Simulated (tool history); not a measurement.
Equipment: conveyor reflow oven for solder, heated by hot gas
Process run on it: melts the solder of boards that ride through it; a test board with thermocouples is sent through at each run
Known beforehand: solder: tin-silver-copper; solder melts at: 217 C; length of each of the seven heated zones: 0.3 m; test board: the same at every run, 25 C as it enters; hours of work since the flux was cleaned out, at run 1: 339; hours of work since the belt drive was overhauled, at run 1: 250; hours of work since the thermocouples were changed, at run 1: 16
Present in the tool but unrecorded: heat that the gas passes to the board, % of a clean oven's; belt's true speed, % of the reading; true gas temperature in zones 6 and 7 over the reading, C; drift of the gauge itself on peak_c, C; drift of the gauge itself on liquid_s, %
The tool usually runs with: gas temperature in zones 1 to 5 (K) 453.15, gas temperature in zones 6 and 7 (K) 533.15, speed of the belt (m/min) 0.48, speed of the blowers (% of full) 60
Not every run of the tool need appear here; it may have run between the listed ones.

run	hour	gas temperature in zones 1 to 5 (K)	gas temperature in zones 6 and 7 (K)	speed of the belt (m/min)	speed of the blowers (% of full)	hours of work since the flux was cleaned out	hours of work since the belt drive was overhauled	hours of work since the thermocouples were changed	highest temperature of the board (K)	time above the solder's melting point (s)
1	0	453.15	533.15	0.48	60	339	250	16	514.35	47.6
2	11.7	453.15	533.15	0.48	60	345	256	22	514.25	47.5
3	17.9	453.15	533.15	0.48	60	348	259	26	513.85	47.4
4	24.4	453.15	533.15	0.574	60	352	263	29	507.65	31.4
5	32.8	453.15	533.15	0.574	60	356	267	33	507.15	30
6	40.6	453.15	533.15	0.574	60	360	271	38	507.75	30.9
7	53.6	453.15	533.15	0.574	60	367	278	44	508.25	31.5
8	66.8	453.15	533.15	0.574	60	374	285	51	507.45	31
9	79.2	453.15	533.15	0.574	60	381	292	58	507.15	30.4
10	85.3	453.15	533.15	0.574	60	384	295	61	507.35	31.5
# hour 98.8: flux residue cleaned out of gas plates and filters
11	99.3	453.15	533.15	0.574	60	0	300	66	506.55	28.7
12	109.6	453.15	533.15	0.574	60	6	305	71	506.35	29.2
13	118.3	453.15	533.15	0.574	60	10	310	76	506.05	29.1
14	131.3	453.15	533.15	0.511	60	17	316	83	511.25	39.8
# hour 137.6: flux residue cleaned out of gas plates and filters, once more
15	148.5	453.15	533.15	0.511	77	6	323	89	518.95	50.1
16	161.8	453.15	533.15	0.511	77	13	330	96	519.45	51.3
17	167.4	453.15	533.15	0.48	81	16	333	99	520.65	56.8
18	176.6	453.15	547.15	0.48	60	21	338	104	527.15	58.9
19	182.3	458.15	533.15	0.555	60	24	341	107	512.55	39.3
20	192.1	443.15	533.15	0.48	75	29	346	112	518.25	49.9
21	199.1	457.15	533.15	0.48	75	32	349	116	520.35	57
22	209	453.15	533.15	0.56	60	38	355	121	510.75	35.6
23	215.5	454.15	533.15	0.424	60	41	358	124	519.45	62.6
24	221.6	439.15	532.15	0.48	85	44	361	128	518.95	50.1
25	227.8	450.15	540.15	0.48	83	47	365	131	527.15	60.2
26	236.4	460.15	536.15	0.531	55	52	369	135	513.45	43.7
27	243.3	446.15	524.15	0.531	55	56	373	139	501.75	23
28	254.1	446.15	524.15	0.531	55	61	378	145	501.55	22.9
29	266.2	446.15	524.15	0.531	87	68	385	151	510.75	40
30	274.5	446.15	535.15	0.46	87	72	389	155	525.15	59.5

Below are 3 alternative next runs, each starting from the tool's condition after run 30. Predict each:
A	288	453.15	535.15	0.48	90	79	396	162	?	?
B	288	453.15	533.15	0.484	60	79	396	162	?	?
C	288	461.15	533.15	0.48	60	79	396	162	?	?

run	highest temperature of the board (K)	time above the solder's melting point (s)
A	524.85	59.1
B	514.95	48.4
C	516.75	54.6
Without the tool's unlogged condition, the same runs would have read:
run	highest temperature of the board (K)	time above the solder's melting point (s)
A	525.45	59.2
B	515.45	48.7
C	517.25	54.8
